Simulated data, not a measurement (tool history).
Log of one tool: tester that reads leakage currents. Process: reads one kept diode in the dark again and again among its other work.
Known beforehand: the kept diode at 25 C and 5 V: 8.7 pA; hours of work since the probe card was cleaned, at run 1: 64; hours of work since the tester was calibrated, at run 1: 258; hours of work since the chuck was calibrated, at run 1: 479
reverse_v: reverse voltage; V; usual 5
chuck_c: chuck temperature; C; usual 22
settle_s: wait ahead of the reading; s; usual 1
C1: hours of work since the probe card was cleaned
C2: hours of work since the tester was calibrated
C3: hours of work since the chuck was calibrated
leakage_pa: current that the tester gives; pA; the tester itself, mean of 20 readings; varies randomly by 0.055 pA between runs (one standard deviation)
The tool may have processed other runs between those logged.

Run 1, hour 0: usual settings; C1 64; C2 258; C3 479. Result: leakage_pa 8.52 pA.
Run 2, hour 94.7: usual settings; C1 104; C2 298; C3 520. Result: leakage_pa 8.86 pA.
Run 3, hour 261.9: usual settings; C1 175; C2 370; C3 591. Result: leakage_pa 9.47 pA.
Run 4, hour 353.5: usual settings; C1 214; C2 408; C3 630. Result: leakage_pa 9.95 pA.
Run 5, hour 542.1: usual settings but chuck_c 21 C; C1 294; C2 489; C3 710. Result: leakage_pa 10.08 pA.
Run 6, hour 718.7: usual settings but chuck_c 21 C; C1 369; C2 564; C3 785. Result: leakage_pa 10.87 pA.
Run 7, hour 808: usual settings but chuck_c 21 C; C1 407; C2 602; C3 823. Result: leakage_pa 11.23 pA.
Run 8, hour 903.9: usual settings but chuck_c 34 C; C1 448; C2 642; C3 864. Result: leakage_pa 25.32 pA.
At hour 920.6: chuck's temperature calibrated.
Run 9, hour 1067.4: usual settings but chuck_c 34 C; C1 517; C2 711; C3 62. Result: leakage_pa 26.53 pA.
Run 10, hour 1259.2: usual settings but reverse_v 4.49 V, chuck_c 34 C, settle_s 3.03 s; C1 598; C2 793; C3 144. Result: leakage_pa 25.2 pA.
Run 11, hour 1365.8: usual settings but reverse_v 6.23 V; C1 644; C2 838; C3 189. Result: leakage_pa 16.79 pA.
Run 12, hour 1494.9: usual settings but reverse_v 6.23 V; C1 699; C2 893; C3 244. Result: leakage_pa 17.4 pA.
Run 13, hour 1622.6: usual settings but reverse_v 6.23 V; C1 753; C2 947; C3 299. Result: leakage_pa 18.13 pA.

Expected results for the next run?
Run 14, hour 1790.6: usual settings but chuck_c 41 C; C1 824; C2 1019; C3 370. Result: leakage_pa ?.

Logged for run 14: leakage_pa 45.83 pA.
Minus the tool's unlogged condition, the same run would have read leakage_pa 33.95 pA.
